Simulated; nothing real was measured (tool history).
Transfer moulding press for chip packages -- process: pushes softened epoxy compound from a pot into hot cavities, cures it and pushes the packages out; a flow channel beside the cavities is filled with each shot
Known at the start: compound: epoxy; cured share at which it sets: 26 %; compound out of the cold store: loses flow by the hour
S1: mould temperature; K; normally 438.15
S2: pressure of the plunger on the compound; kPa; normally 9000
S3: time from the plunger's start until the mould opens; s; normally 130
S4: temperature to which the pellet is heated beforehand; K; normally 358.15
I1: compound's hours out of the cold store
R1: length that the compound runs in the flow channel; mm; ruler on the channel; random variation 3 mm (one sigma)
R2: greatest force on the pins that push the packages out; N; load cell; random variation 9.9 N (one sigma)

run	hour	S1	S2	S3	S4	I1	R1	R2
1	0.0	438.15	9000	130	358.15	13.6	613	599
2	11.9	438.15	9000	130	358.15	34.1	560	652
3	22.6	438.15	9000	130	358.15	26.9	570	674
4	34.5	438.15	9000	130	358.15	27.6	572	685
5	44.3	438.15	9000	130	358.15	40.8	538	706
6	58.2	438.15	9000	130	358.15	12.2	609	690
7	69.9	438.15	9000	130	358.15	26.1	573	745
8	80.5	438.15	9730	164	350.15	45.2	552	719
9	90.6	438.15	7890	164	356.15	34.2	520	706
# hour 95.2: cavities cleaned with cleaning compound and waxed
10	98.8	430.15	9000	130	358.15	34.5	573	640
11	106.1	430.15	9000	130	358.15	43.3	552	685
12	119.7	430.15	9000	130	358.15	24.1	600	793
13	126.8	430.15	9000	130	358.15	32.1	578	790

A few steps of R1 between consecutive runs. Split each: what settings, incoming material and random variation would produce without the hidden state, and what is left over for the hidden state, along with gauge scatter present in only one of the two compared results (measured, and without hidden state):
Hidden state present: true mould temperature over the reading, C; pressure that reaches the compound, % of what is set; grip of the stained cavities, % over clean ones'; drift of the gauge itself on flow_mm, %; drift of the gauge itself on push_out_n, %.
Run 5 -> 6: no setting changed, nothing entered. R1 +71 mm: hidden state -2, all else +73.

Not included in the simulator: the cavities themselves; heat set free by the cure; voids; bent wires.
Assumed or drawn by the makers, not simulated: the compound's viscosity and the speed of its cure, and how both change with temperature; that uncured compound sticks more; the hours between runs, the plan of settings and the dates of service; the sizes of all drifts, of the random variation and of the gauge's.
